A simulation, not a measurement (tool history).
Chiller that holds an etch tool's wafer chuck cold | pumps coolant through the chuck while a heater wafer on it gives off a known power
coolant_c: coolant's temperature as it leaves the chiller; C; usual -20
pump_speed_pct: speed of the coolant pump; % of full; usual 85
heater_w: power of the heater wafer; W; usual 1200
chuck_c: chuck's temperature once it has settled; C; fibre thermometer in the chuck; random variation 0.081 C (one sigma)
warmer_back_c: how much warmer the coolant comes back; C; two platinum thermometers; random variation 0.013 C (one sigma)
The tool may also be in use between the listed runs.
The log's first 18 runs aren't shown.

run 19 day=89.646 | coolant_c=-15 pump_speed_pct=78 heater_w=1191 | chuck_c=-7.2 warmer_back_c=2.87
run 20 day=92.892 | coolant_c=-15 pump_speed_pct=78 heater_w=1191 | chuck_c=-6.88 warmer_back_c=2.89
run 21 day=96.025 | coolant_c=-15 pump_speed_pct=78 heater_w=1191 | chuck_c=-6.94 warmer_back_c=2.87
run 22 day=99.483 | coolant_c=-20 pump_speed_pct=84 heater_w=1200 | chuck_c=-12.35 warmer_back_c=2.66
run 23 day=106.4 | coolant_c=-25 pump_speed_pct=81 heater_w=1200 | chuck_c=-17.02 warmer_back_c=2.78
run 24 day=111.642 | coolant_c=-25 pump_speed_pct=99 heater_w=1261 | chuck_c=-17.83 warmer_back_c=2.33
run 25 day=116.971 | coolant_c=-25 pump_speed_pct=99 heater_w=1261 | chuck_c=-17.76 warmer_back_c=2.36
run 26 day=122.138 | coolant_c=-24 pump_speed_pct=80 heater_w=1200 | chuck_c=-15.99 warmer_back_c=2.84
run 27 day=128.225 | coolant_c=-14 pump_speed_pct=79 heater_w=1429 | chuck_c=-4.28 warmer_back_c=3.44
run 28 day=133.5 | coolant_c=-28 pump_speed_pct=62 heater_w=1200 | chuck_c=-18.11 warmer_back_c=3.78
run 29 day=136.804 | coolant_c=-28 pump_speed_pct=62 heater_w=1200 | chuck_c=-18.1 warmer_back_c=3.78
run 30 day=140.762 | coolant_c=-28 pump_speed_pct=62 heater_w=1200 | chuck_c=-18.19 warmer_back_c=3.81
run 31 day=147.746 | coolant_c=-26 pump_speed_pct=71 heater_w=774 | chuck_c=-20.41 warmer_back_c=2.13

Forecast each of these 4 alternatives for the next run:
run A day=154.7 | coolant_c=-14 pump_speed_pct=71 heater_w=774 | chuck_c=? warmer_back_c=?
run B day=154.7 | coolant_c=-26 pump_speed_pct=71 heater_w=840 | chuck_c=? warmer_back_c=?
run C day=154.7 | coolant_c=-18 pump_speed_pct=66 heater_w=1108 | chuck_c=? warmer_back_c=?
run D day=154.7 | coolant_c=-14 pump_speed_pct=85 heater_w=1200 | chuck_c=? warmer_back_c=?

run=A chuck_c=-8.41 warmer_back_c=2.14
run=B chuck_c=-19.94 warmer_back_c=2.29
run=C chuck_c=-9.21 warmer_back_c=3.29
run=D chuck_c=-6.24 warmer_back_c=2.68
Without the tool's hidden state the same runs would have given:
run=A chuck_c=-8.89 warmer_back_c=2.01
run=B chuck_c=-20.5 warmer_back_c=2.16
run=C chuck_c=-10.2 warmer_back_c=3.1
run=D chuck_c=-7.09 warmer_back_c=2.52

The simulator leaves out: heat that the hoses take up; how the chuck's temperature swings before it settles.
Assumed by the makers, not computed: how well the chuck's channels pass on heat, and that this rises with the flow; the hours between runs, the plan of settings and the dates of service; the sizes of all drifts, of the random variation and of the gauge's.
